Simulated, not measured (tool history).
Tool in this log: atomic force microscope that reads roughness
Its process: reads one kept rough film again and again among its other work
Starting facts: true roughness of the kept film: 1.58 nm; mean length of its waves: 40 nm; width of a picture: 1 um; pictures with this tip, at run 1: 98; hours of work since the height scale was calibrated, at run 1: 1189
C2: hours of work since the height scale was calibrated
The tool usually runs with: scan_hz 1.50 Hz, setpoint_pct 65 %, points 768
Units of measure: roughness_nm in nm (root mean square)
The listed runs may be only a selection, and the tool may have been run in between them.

{"run": 1, "hour": 0.0, "scan_hz": 1.5, "setpoint_pct": 65, "points": 768, "pictures with this tip": 98, "C2": 1189, "roughness_nm": 1.279}
{"hour": 4.7, "done": "new tip fitted"}
{"run": 2, "hour": 51.4, "scan_hz": 1.5, "setpoint_pct": 65, "points": 768, "pictures with this tip": 74, "C2": 1216, "roughness_nm": 1.328}
{"hour": 71.6, "done": "new tip fitted"}
{"run": 3, "hour": 121.1, "scan_hz": 1.5, "setpoint_pct": 65, "points": 768, "pictures with this tip": 78, "C2": 1252, "roughness_nm": 1.338}
{"hour": 136.8, "done": "new tip fitted"}
{"run": 4, "hour": 183.0, "scan_hz": 1.5, "setpoint_pct": 65, "points": 768, "pictures with this tip": 73, "C2": 1284, "roughness_nm": 1.322}
{"hour": 203.2, "done": "new tip fitted"}
{"run": 5, "hour": 225.1, "scan_hz": 1.83, "setpoint_pct": 65, "points": 768, "pictures with this tip": 35, "C2": 1306, "roughness_nm": 1.39}
{"hour": 270.0, "done": "new tip fitted"}
{"run": 6, "hour": 283.2, "scan_hz": 1.83, "setpoint_pct": 65, "points": 768, "pictures with this tip": 21, "C2": 1337, "roughness_nm": 1.42}
{"hour": 333.0, "done": "new tip fitted"}
{"run": 7, "hour": 333.0, "scan_hz": 1.83, "setpoint_pct": 65, "points": 768, "pictures with this tip": 0, "C2": 1363, "roughness_nm": 1.461}
{"hour": 397.8, "done": "new tip fitted"}
{"run": 8, "hour": 409.1, "scan_hz": 1.16, "setpoint_pct": 77, "points": 323, "pictures with this tip": 18, "C2": 1402, "roughness_nm": 1.389}
{"run": 9, "hour": 444.8, "scan_hz": 1.16, "setpoint_pct": 77, "points": 323, "pictures with this tip": 75, "C2": 1421, "roughness_nm": 1.316}
{"hour": 461.4, "done": "new tip fitted"}
{"run": 10, "hour": 514.8, "scan_hz": 3.61, "setpoint_pct": 65, "points": 768, "pictures with this tip": 85, "C2": 1458, "roughness_nm": 1.254}
{"hour": 526.9, "done": "new tip fitted"}
{"run": 11, "hour": 567.5, "scan_hz": 0.77, "setpoint_pct": 72, "points": 483, "pictures with this tip": 64, "C2": 1485, "roughness_nm": 1.358}
{"hour": 593.5, "done": "new tip fitted"}
{"run": 12, "hour": 646.7, "scan_hz": 1.96, "setpoint_pct": 65, "points": 768, "pictures with this tip": 85, "C2": 1526, "roughness_nm": 1.308}
{"hour": 658.7, "done": "new tip fitted"}
{"run": 13, "hour": 717.9, "scan_hz": 1.9, "setpoint_pct": 76, "points": 308, "pictures with this tip": 94, "C2": 1564, "roughness_nm": 1.237}
{"hour": 724.7, "done": "new tip fitted"}
{"run": 14, "hour": 758.0, "scan_hz": 1.43, "setpoint_pct": 76, "points": 308, "pictures with this tip": 54, "C2": 1584, "roughness_nm": 1.32}

Each row is a separate what-if for the run after 14, all from the same tool condition, not one after another. Results?
{"hour": 789.3, "done": "new tip fitted"}
{"run": "A", "hour": 792.0, "scan_hz": 1.18, "setpoint_pct": 85, "points": 306, "pictures with this tip": 4, "C2": 1602, "roughness_nm": "?"}
{"hour": 789.3, "done": "new tip fitted"}
{"run": "B", "hour": 792.0, "scan_hz": 1.3, "setpoint_pct": 63, "points": 650, "pictures with this tip": 4, "C2": 1602, "roughness_nm": "?"}
{"hour": 789.3, "done": "new tip fitted"}
{"run": "C", "hour": 792.0, "scan_hz": 0.97, "setpoint_pct": 56, "points": 508, "pictures with this tip": 4, "C2": 1602, "roughness_nm": "?"}
{"hour": 789.3, "done": "new tip fitted"}
{"run": "D", "hour": 792.0, "scan_hz": 0.78, "setpoint_pct": 81, "points": 733, "pictures with this tip": 4, "C2": 1602, "roughness_nm": "?"}

run=A roughness_nm=1.389
run=B roughness_nm=1.480
run=C roughness_nm=1.527
run=D roughness_nm=1.447
With no hidden state in the tool, these same runs would have given:
run=A roughness_nm=1.370
run=B roughness_nm=1.460
run=C roughness_nm=1.506
run=D roughness_nm=1.427

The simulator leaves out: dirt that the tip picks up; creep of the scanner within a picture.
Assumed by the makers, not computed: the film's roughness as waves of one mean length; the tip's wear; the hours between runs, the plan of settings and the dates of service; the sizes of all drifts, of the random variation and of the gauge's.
